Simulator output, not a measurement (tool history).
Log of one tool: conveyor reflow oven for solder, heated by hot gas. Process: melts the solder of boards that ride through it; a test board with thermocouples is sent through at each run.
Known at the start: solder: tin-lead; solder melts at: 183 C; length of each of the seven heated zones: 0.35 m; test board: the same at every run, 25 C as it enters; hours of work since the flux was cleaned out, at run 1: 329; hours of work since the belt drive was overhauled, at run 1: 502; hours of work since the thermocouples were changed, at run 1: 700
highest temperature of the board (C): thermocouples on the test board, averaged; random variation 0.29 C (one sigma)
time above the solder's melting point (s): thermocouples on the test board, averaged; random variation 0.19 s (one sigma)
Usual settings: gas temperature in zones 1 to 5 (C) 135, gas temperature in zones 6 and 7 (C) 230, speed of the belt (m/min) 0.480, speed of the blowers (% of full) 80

| run | hour | gas temperature in zones 1 to 5 (C) | gas temperature in zones 6 and 7 (C) | speed of the belt (m/min) | speed of the blowers (% of full) | hours of work since the flux was cleaned out | hours of work since the belt drive was overhauled | hours of work since the thermocouples were changed | highest temperature of the board (C) | time above the solder's melting point (s) |
|---|---|---|---|---|---|---|---|---|---|---|
| 1 | 0.0 | 135 | 230 | 0.480 | 80 | 329 | 502 | 700 | 211.6 | 60.0 |
| 2 | 30.1 | 135 | 230 | 0.480 | 80 | 343 | 516 | 714 | 212.0 | 60.1 |
|  | 41.2 | flux residue cleaned out of gas plates and filters |
| 3 | 69.7 | 135 | 230 | 0.480 | 80 | 14 | 533 | 731 | 213.0 | 61.6 |
| 4 | 86.2 | 135 | 230 | 0.480 | 80 | 21 | 540 | 739 | 212.8 | 61.6 |
| 5 | 112.8 | 135 | 230 | 0.480 | 80 | 34 | 553 | 751 | 213.2 | 61.7 |
| 6 | 136.7 | 135 | 230 | 0.480 | 80 | 46 | 565 | 763 | 212.9 | 61.8 |
| 7 | 158.1 | 135 | 230 | 0.480 | 80 | 56 | 575 | 773 | 212.9 | 61.4 |
| 8 | 187.6 | 135 | 220 | 0.480 | 80 | 70 | 589 | 787 | 203.8 | 51.4 |
| 9 | 213.1 | 135 | 230 | 0.480 | 79 | 82 | 601 | 799 | 212.1 | 61.4 |
| 10 | 236.6 | 135 | 230 | 0.480 | 80 | 93 | 612 | 810 | 212.2 | 61.4 |
| 11 | 260.0 | 135 | 230 | 0.480 | 80 | 104 | 623 | 821 | 212.3 | 61.3 |
| 12 | 277.4 | 135 | 230 | 0.480 | 80 | 113 | 632 | 830 | 212.0 | 60.8 |
| 13 | 304.0 | 135 | 230 | 0.480 | 80 | 125 | 644 | 842 | 212.1 | 61.3 |
| 14 | 332.9 | 135 | 230 | 0.480 | 80 | 139 | 658 | 856 | 212.0 | 60.9 |
| 15 | 351.8 | 135 | 230 | 0.480 | 80 | 148 | 667 | 865 | 212.1 | 61.1 |
| 16 | 386.6 | 142 | 224 | 0.480 | 80 | 165 | 684 | 882 | 207.5 | 59.9 |
| 17 | 420.5 | 139 | 224 | 0.480 | 80 | 181 | 700 | 898 | 207.1 | 57.4 |
| 18 | 438.2 | 135 | 230 | 0.480 | 55 | 189 | 708 | 906 | 204.5 | 49.5 |
| 19 | 467.0 | 135 | 230 | 0.480 | 55 | 203 | 722 | 920 | 205.0 | 49.8 |
| 20 | 502.1 | 135 | 230 | 0.541 | 80 | 220 | 739 | 937 | 207.9 | 48.4 |

Forecast run 21:
| 21 | 521.5 | 135 | 236 | 0.480 | 78 | 229 | 748 | 946 | ? | ? |

highest temperature of the board (C): 216.0
time above the solder's melting point (s): 64.8
Without the tool's hidden state the same run would have given highest temperature of the board (C) 219.5, time above the solder's melting point (s) 66.6.

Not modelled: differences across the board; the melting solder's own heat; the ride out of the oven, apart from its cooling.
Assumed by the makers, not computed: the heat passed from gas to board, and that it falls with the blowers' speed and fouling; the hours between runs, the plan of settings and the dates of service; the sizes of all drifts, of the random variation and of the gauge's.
